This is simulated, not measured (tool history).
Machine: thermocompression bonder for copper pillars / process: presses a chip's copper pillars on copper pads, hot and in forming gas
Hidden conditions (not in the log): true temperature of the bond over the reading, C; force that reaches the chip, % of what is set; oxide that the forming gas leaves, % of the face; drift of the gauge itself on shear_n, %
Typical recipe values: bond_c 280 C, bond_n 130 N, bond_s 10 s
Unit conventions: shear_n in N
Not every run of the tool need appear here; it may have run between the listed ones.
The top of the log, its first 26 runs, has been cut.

run	hour	bond_c	bond_n	bond_s	hours of work since the heater was calibrated	hours of work since the force cell was calibrated	hours of work since the gas filter was changed	shear_n
27	1644	268	159	6	806	67	169	56.4
28	1721.2	268	159	6	842	102	204	55.1
29	1785.1	275	192	11	871	131	233	81.2
30	1860.3	275	192	11	905	165	268	79.9
# hour 1908.4: forming gas filter changed
31	1921.7	275	192	11	933	193	6	88.3
32	1967.1	280	162	26	953	214	27	107.4
33	2034	270	180	10	984	244	57	79
34	2111.5	307	180	10	1019	280	93	106.1
35	2154.5	270	118	30	1039	299	112	86.8
36	2199.1	287	164	8	1059	320	133	80.1
37	2278.6	287	164	8	1096	356	169	79.5
38	2346.8	293	150	6	1127	387	200	72.7
39	2425.3	280	191	26	1162	423	236	105.7

Each row is a separate what-if for the run after 39, all from the same tool condition, not one after another. Results?
A	2509.6	299	191	8	1201	461	274	?
B	2509.6	280	135	26	1201	461	274	?
C	2509.6	288	130	10	1201	461	274	?
D	2509.6	283	170	8	1201	461	274	?

run	shear_n
A	91.7
B	92.1
C	74.4
D	75.5
Take away the tool's hidden state, keep each run's random variation, and the runs would have read:
run	shear_n
A	96.1
B	96.1
C	76.5
D	77.7

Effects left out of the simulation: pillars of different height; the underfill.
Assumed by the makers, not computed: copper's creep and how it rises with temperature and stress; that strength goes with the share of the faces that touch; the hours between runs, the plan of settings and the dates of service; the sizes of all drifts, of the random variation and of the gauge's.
